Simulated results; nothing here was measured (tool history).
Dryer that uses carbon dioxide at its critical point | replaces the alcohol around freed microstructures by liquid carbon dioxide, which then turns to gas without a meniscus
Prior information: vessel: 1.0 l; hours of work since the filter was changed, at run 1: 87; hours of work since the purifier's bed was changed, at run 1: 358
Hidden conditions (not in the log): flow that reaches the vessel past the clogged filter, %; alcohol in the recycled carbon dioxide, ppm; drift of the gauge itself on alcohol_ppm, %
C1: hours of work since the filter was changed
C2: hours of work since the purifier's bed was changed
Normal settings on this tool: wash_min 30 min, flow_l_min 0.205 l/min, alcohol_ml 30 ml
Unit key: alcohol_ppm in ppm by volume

Run 1, hour 0: usual settings; C1 87; C2 358. Result: alcohol_ppm 299 ppm by volume.
Run 2, hour 11.9: usual settings but flow_l_min 0.192 l/min; C1 94; C2 365. Result: alcohol_ppm 405 ppm by volume.
Run 3, hour 22: usual settings but flow_l_min 0.15 l/min; C1 100; C2 371. Result: alcohol_ppm 1027 ppm by volume.
Run 4, hour 31.3: usual settings but flow_l_min 0.15 l/min; C1 106; C2 377. Result: alcohol_ppm 1049 ppm by volume.
Run 5, hour 37.7: usual settings but wash_min 32 min; C1 110; C2 381. Result: alcohol_ppm 253 ppm by volume.
Run 6, hour 48: usual settings but wash_min 32 min; C1 116; C2 387. Result: alcohol_ppm 255 ppm by volume.
Run 7, hour 59.5: usual settings but wash_min 29 min; C1 123; C2 394. Result: alcohol_ppm 381 ppm by volume.
Run 8, hour 67.6: usual settings but wash_min 29 min; C1 128; C2 399. Result: alcohol_ppm 402 ppm by volume.
Run 9, hour 76.5: usual settings but wash_min 29 min; C1 133; C2 404. Result: alcohol_ppm 406 ppm by volume.
Run 10, hour 91: usual settings but wash_min 29 min; C1 142; C2 413. Result: alcohol_ppm 419 ppm by volume.
Run 11, hour 100: usual settings but wash_min 37 min, flow_l_min 0.286 l/min; C1 147; C2 418. Result: alcohol_ppm 56 ppm by volume.
Run 12, hour 107.9: usual settings but wash_min 23 min, alcohol_ml 60 ml; C1 152; C2 423. Result: alcohol_ppm 1907 ppm by volume.
Run 13, hour 119.5: usual settings but wash_min 21 min, flow_l_min 0.237 l/min, alcohol_ml 38 ml; C1 159; C2 430. Result: alcohol_ppm 1052 ppm by volume.
Run 14, hour 126.2: usual settings but wash_min 27 min, flow_l_min 0.188 l/min, alcohol_ml 36 ml; C1 163; C2 434. Result: alcohol_ppm 935 ppm by volume.

Measured less the same run without the tool's hidden state. The same run-to-run variation is in both; the gauge's scatter may not be:
run  alcohol_ppm
  1         +106
  2         +133
  3         +259
  4         +275
  5         +106
  6         +109
  7         +150
  8         +162
  9         +168
 10         +178
 11          +47
 12         +649
 13         +398
 14         +370

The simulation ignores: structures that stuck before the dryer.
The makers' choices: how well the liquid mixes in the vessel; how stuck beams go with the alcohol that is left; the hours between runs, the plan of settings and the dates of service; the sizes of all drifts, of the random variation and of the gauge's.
